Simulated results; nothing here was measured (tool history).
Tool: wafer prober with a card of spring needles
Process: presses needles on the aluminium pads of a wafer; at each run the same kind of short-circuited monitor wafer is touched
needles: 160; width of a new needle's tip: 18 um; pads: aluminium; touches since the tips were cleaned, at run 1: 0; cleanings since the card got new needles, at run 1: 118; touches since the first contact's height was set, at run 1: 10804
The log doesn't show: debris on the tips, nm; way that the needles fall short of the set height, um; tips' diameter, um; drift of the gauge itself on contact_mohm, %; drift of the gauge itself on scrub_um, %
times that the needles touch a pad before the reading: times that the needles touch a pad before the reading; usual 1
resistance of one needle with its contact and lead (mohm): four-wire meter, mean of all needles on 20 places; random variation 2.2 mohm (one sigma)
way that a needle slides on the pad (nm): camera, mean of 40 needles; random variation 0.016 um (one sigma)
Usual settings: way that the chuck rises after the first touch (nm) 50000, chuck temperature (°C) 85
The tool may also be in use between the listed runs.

| run | hour | way that the chuck rises after the first touch (nm) | chuck temperature (°C) | times that the needles touch a pad before the reading | touches since the tips were cleaned | cleanings since the card got new needles | touches since the first contact's height was set | resistance of one needle with its contact and lead (mohm) | way that a needle slides on the pad (nm) |
|---|---|---|---|---|---|---|---|---|---|
| 1 | 0.0 | 50000 | 85 | 1 | 0 | 118 | 10804 | 253 | 9240 |
|  | 19.7 | tips cleaned on abrasive film |
|  | 36.7 | tips cleaned on abrasive film |
|  | 54.2 | tips cleaned on abrasive film |
| 2 | 59.5 | 50000 | 85 | 1 | 1678 | 121 | 29271 | 263 | 9260 |
|  | 73.6 | tips cleaned on abrasive film |
| 3 | 88.1 | 50000 | 85 | 1 | 4497 | 122 | 38127 | 280 | 9240 |
|  | 92.0 | tips cleaned on abrasive film |
|  | 110.5 | tips cleaned on abrasive film |
| 4 | 127.2 | 50000 | 85 | 1 | 5199 | 124 | 50259 | 287 | 9220 |
|  | 131.5 | tips cleaned on abrasive film |
|  | 151.3 | tips cleaned on abrasive film |
| 5 | 163.4 | 50000 | 85 | 1 | 3750 | 126 | 61473 | 281 | 9160 |
|  | 171.9 | tips cleaned on abrasive film |
|  | 188.3 | tips cleaned on abrasive film, once more |
|  | 209.2 | tips cleaned on abrasive film |
| 6 | 218.9 | 50000 | 85 | 2 | 3033 | 129 | 78710 | 270 | 9170 |
|  | 229.2 | tips cleaned on abrasive film |
|  | 246.6 | tips cleaned on abrasive film |
|  | 265.7 | tips cleaned on abrasive film |
| 7 | 277.4 | 50000 | 85 | 2 | 3649 | 132 | 96830 | 268 | 9130 |
|  | 285.6 | tips cleaned on abrasive film |
|  | 305.4 | tips cleaned on abrasive film |
| 8 | 307.4 | 50000 | 85 | 2 | 612 | 134 | 106127 | 254 | 9130 |
|  | 324.2 | tips cleaned on abrasive film |
|  | 342.4 | tips cleaned on abrasive film |
| 9 | 356.4 | 50000 | 85 | 2 | 4391 | 136 | 121352 | 268 | 9100 |
|  | 360.4 | tips cleaned on abrasive film |
|  | 378.2 | tips cleaned on abrasive film |
| 10 | 393.5 | 44000 | 90 | 2 | 4786 | 138 | 132847 | 281 | 8000 |
|  | 396.8 | tips cleaned on abrasive film |
|  | 415.3 | tips cleaned on abrasive film |
|  | 422.5 | height of the first contact set anew |
|  | 434.2 | tips cleaned on abrasive film |
| 11 | 438.4 | 44000 | 90 | 2 | 1307 | 141 | 4936 | 264 | 8150 |
|  | 453.9 | tips cleaned on abrasive film |
|  | 474.8 | tips cleaned on abrasive film |
|  | 493.9 | tips cleaned on abrasive film |
| 12 | 493.9 | 49000 | 44 | 1 | 0 | 144 | 22138 | 238 | 9050 |
|  | 513.0 | tips cleaned on abrasive film |
|  | 534.2 | tips cleaned on abrasive film |
| 13 | 546.1 | 50000 | 82 | 2 | 3690 | 146 | 38334 | 266 | 9240 |
|  | 552.2 | tips cleaned on abrasive film |
|  | 571.3 | tips cleaned on abrasive film |
|  | 591.9 | tips cleaned on abrasive film |
| 14 | 597.3 | 50000 | 38 | 2 | 1666 | 149 | 54196 | 249 | 9240 |
|  | 613.1 | tips cleaned on abrasive film |
| 15 | 628.1 | 50000 | 38 | 2 | 4661 | 150 | 63772 | 261 | 9180 |
|  | 632.4 | tips cleaned on abrasive film |
|  | 651.2 | tips cleaned on abrasive film |
|  | 671.9 | tips cleaned on abrasive film |
|  | 690.3 | tips cleaned on abrasive film |
| 16 | 690.3 | 50000 | 68 | 3 | 0 | 154 | 83049 | 244 | 9150 |

The next listed run, before its measurement:
|  | 711.5 | tips cleaned on abrasive film |
|  | 728.5 | tips cleaned on abrasive film |
|  | 748.1 | tips cleaned on abrasive film |
| 17 | 753.7 | 50000 | 85 | 2 | 1736 | 157 | 102698 | ? | ? |

{"run 17": {"resistance of one needle with its contact and lead (mohm)": 261, "way that a needle slides on the pad (nm)": 9120}}
Without the tool's hidden state the same run would have given resistance of one needle with its contact and lead (mohm) 244, way that a needle slides on the pad (nm) 9260.
